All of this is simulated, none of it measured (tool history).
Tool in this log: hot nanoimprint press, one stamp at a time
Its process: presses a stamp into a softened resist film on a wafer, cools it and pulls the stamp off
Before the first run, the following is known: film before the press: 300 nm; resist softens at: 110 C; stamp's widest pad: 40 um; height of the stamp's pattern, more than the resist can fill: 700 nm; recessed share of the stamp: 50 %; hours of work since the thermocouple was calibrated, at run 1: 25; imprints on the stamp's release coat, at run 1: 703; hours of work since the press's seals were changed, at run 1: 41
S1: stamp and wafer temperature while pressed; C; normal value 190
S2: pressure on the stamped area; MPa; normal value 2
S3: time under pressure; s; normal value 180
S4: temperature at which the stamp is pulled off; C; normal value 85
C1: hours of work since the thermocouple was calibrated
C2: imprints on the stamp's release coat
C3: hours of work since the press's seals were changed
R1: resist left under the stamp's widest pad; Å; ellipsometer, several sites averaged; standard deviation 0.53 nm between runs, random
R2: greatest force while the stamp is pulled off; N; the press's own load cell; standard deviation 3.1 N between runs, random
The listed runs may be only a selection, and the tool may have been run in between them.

{"run": 1, "hour": 0.0, "S1": 190, "S2": 2, "S3": 180, "S4": 85, "C1": 25, "C2": 703, "C3": 41, "R1": 1765, "R2": 170}
{"run": 2, "hour": 6.0, "S1": 190, "S2": 2, "S3": 180, "S4": 85, "C1": 28, "C2": 720, "C3": 43, "R1": 1767, "R2": 174}
{"run": 3, "hour": 11.2, "S1": 190, "S2": 2.53, "S3": 180, "S4": 85, "C1": 30, "C2": 735, "C3": 46, "R1": 1564, "R2": 178}
{"run": 4, "hour": 17.7, "S1": 185, "S2": 2, "S3": 180, "S4": 85, "C1": 33, "C2": 754, "C3": 48, "R1": 2052, "R2": 170}
{"run": 5, "hour": 25.3, "S1": 185, "S2": 2, "S3": 180, "S4": 85, "C1": 36, "C2": 776, "C3": 52, "R1": 2046, "R2": 174}
{"run": 6, "hour": 34.1, "S1": 190, "S2": 2, "S3": 180, "S4": 85, "C1": 40, "C2": 801, "C3": 55, "R1": 1750, "R2": 177}
{"run": 7, "hour": 38.8, "S1": 190, "S2": 2, "S3": 180, "S4": 85, "C1": 42, "C2": 815, "C3": 57, "R1": 1766, "R2": 174}
{"run": 8, "hour": 43.7, "S1": 190, "S2": 2, "S3": 180, "S4": 85, "C1": 44, "C2": 829, "C3": 59, "R1": 1755, "R2": 175}
{"run": 9, "hour": 50.0, "S1": 183, "S2": 1.61, "S3": 93, "S4": 85, "C1": 46, "C2": 847, "C3": 62, "R1": 2582, "R2": 177}
{"run": 10, "hour": 56.7, "S1": 191, "S2": 1.25, "S3": 93, "S4": 79, "C1": 49, "C2": 866, "C3": 65, "R1": 2375, "R2": 189}
{"run": 11, "hour": 61.4, "S1": 191, "S2": 1.25, "S3": 93, "S4": 79, "C1": 51, "C2": 880, "C3": 67, "R1": 2383, "R2": 195}
{"run": 12, "hour": 69.1, "S1": 179, "S2": 1.25, "S3": 93, "S4": 79, "C1": 54, "C2": 902, "C3": 70, "R1": 2797, "R2": 190}
{"run": 13, "hour": 79.5, "S1": 191, "S2": 1.74, "S3": 267, "S4": 84, "C1": 59, "C2": 932, "C3": 74, "R1": 1629, "R2": 178}
{"run": 14, "hour": 84.4, "S1": 191, "S2": 2.02, "S3": 267, "S4": 84, "C1": 61, "C2": 946, "C3": 77, "R1": 1511, "R2": 176}
{"run": 15, "hour": 90.4, "S1": 191, "S2": 2.02, "S3": 267, "S4": 81, "C1": 63, "C2": 963, "C3": 79, "R1": 1500, "R2": 186}

Hidden state or all else? Some run-to-run changes of R1, split into what the settings, what came in and random variation would give without the hidden state, and what is left for the hidden state (with any gauge scatter that isn't in both results):
Hidden state at play: true temperature over the reading, C; pressure that arrives at the usual setting, %; grip of the stamp's worn release coat, % over a new coat's; drift of the gauge itself on residual_nm, %; drift of the gauge itself on pull_off_n, %.
Run 12 -> 13: S1 179 -> 191, S2 1.25 -> 1.74, S3 93 -> 267, S4 79 -> 84. R1 -1168 Å: hidden state +12, all else -1180.
